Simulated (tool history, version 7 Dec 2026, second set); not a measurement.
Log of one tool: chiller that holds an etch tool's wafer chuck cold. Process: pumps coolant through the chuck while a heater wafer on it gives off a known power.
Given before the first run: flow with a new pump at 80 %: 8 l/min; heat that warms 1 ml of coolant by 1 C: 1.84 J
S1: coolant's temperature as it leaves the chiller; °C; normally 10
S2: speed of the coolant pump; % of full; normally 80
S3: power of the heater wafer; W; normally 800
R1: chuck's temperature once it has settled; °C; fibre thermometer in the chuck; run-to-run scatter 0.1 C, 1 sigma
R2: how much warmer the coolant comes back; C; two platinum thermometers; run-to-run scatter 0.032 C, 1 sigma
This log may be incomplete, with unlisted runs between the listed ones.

{"run": 1, "hour": 0.0, "S1": 10, "S2": 80, "S3": 800, "R1": 18.2, "R2": 3.29}
{"run": 2, "hour": 66.3, "S1": 10, "S2": 80, "S3": 800, "R1": 18.1, "R2": 3.2}
{"run": 3, "hour": 135.1, "S1": 10, "S2": 80, "S3": 800, "R1": 18.3, "R2": 3.25}
{"run": 4, "hour": 165.5, "S1": 10, "S2": 80, "S3": 800, "R1": 18.3, "R2": 3.23}
{"run": 5, "hour": 204.2, "S1": 10, "S2": 80, "S3": 800, "R1": 18.2, "R2": 3.17}
{"run": 6, "hour": 242.6, "S1": 10, "S2": 80, "S3": 800, "R1": 18.1, "R2": 3.23}
{"run": 7, "hour": 290.7, "S1": 10, "S2": 80, "S3": 800, "R1": 18.2, "R2": 3.27}
{"run": 8, "hour": 339.7, "S1": 10, "S2": 80, "S3": 800, "R1": 18, "R2": 3.19}
{"run": 9, "hour": 392.5, "S1": 10, "S2": 80, "S3": 800, "R1": 18.1, "R2": 3.19}
{"run": 10, "hour": 442.1, "S1": 10, "S2": 80, "S3": 800, "R1": 18.3, "R2": 3.19}
{"hour": 452.5, "done": "chiller's thermometer calibrated"}
{"run": 11, "hour": 502.0, "S1": 10, "S2": 71, "S3": 800, "R1": 18.7, "R2": 3.61}
{"run": 12, "hour": 540.6, "S1": 10, "S2": 71, "S3": 800, "R1": 18.8, "R2": 3.54}
{"run": 13, "hour": 597.6, "S1": 10, "S2": 80, "S3": 800, "R1": 18.2, "R2": 3.13}
{"run": 14, "hour": 650.8, "S1": 10, "S2": 80, "S3": 800, "R1": 18.3, "R2": 3.19}
{"run": 15, "hour": 713.8, "S1": 5, "S2": 63, "S3": 770, "R1": 13.8, "R2": 3.82}
{"run": 16, "hour": 773.6, "S1": 5, "S2": 63, "S3": 865, "R1": 15.2, "R2": 4.3}
{"run": 17, "hour": 808.1, "S1": 3, "S2": 65, "S3": 1124, "R1": 16, "R2": 5.43}
{"hour": 854.2, "done": "coolant changed, channels flushed"}
{"run": 18, "hour": 887.1, "S1": 3, "S2": 65, "S3": 1124, "R1": 16.1, "R2": 5.42}
{"run": 19, "hour": 951.9, "S1": 10, "S2": 80, "S3": 617, "R1": 16.2, "R2": 2.38}
{"run": 20, "hour": 1023.4, "S1": 10, "S2": 80, "S3": 617, "R1": 16.2, "R2": 2.3}
{"run": 21, "hour": 1088.0, "S1": 10, "S2": 80, "S3": 617, "R1": 16.3, "R2": 2.32}
{"run": 22, "hour": 1127.2, "S1": 10, "S2": 74, "S3": 800, "R1": 18.6, "R2": 3.28}
{"run": 23, "hour": 1166.8, "S1": 8, "S2": 65, "S3": 477, "R1": 13.6, "R2": 2.21}
{"run": 24, "hour": 1216.8, "S1": 1, "S2": 71, "S3": 477, "R1": 6.1, "R2": 1.94}
{"run": 25, "hour": 1268.4, "S1": 1, "S2": 71, "S3": 477, "R1": 6.3, "R2": 1.9}
{"run": 26, "hour": 1326.5, "S1": 5, "S2": 71, "S3": 477, "R1": 10.1, "R2": 1.9}
{"run": 27, "hour": 1366.8, "S1": 15, "S2": 71, "S3": 828, "R1": 24.2, "R2": 3.59}

Predict each of these 5 candidate next runs independently; none follows another, all start after run 27:
{"run": "A", "hour": 1428.8, "S1": 12, "S2": 80, "S3": 800, "R1": "?", "R2": "?"}
{"run": "B", "hour": 1428.8, "S1": 15, "S2": 73, "S3": 1081, "R1": "?", "R2": "?"}
{"run": "C", "hour": 1428.8, "S1": 6, "S2": 72, "S3": 587, "R1": "?", "R2": "?"}
{"run": "D", "hour": 1428.8, "S1": 16, "S2": 67, "S3": 727, "R1": "?", "R2": "?"}
{"run": "E", "hour": 1428.8, "S1": 2, "S2": 71, "S3": 828, "R1": "?", "R2": "?"}

run=A R1=20.3 R2=3.02
run=B R1=26.6 R2=4.57
run=C R1=12.5 R2=2.4
run=D R1=24.3 R2=3.24
run=E R1=11.2 R2=3.57
The same runs, with their run-to-run variation unchanged, on a tool lacking any hidden condition would have given:
run=A R1=20.3 R2=3.28
run=B R1=26.6 R2=4.82
run=C R1=12.5 R2=2.66
run=D R1=24.3 R2=3.5
run=E R1=11.2 R2=3.82
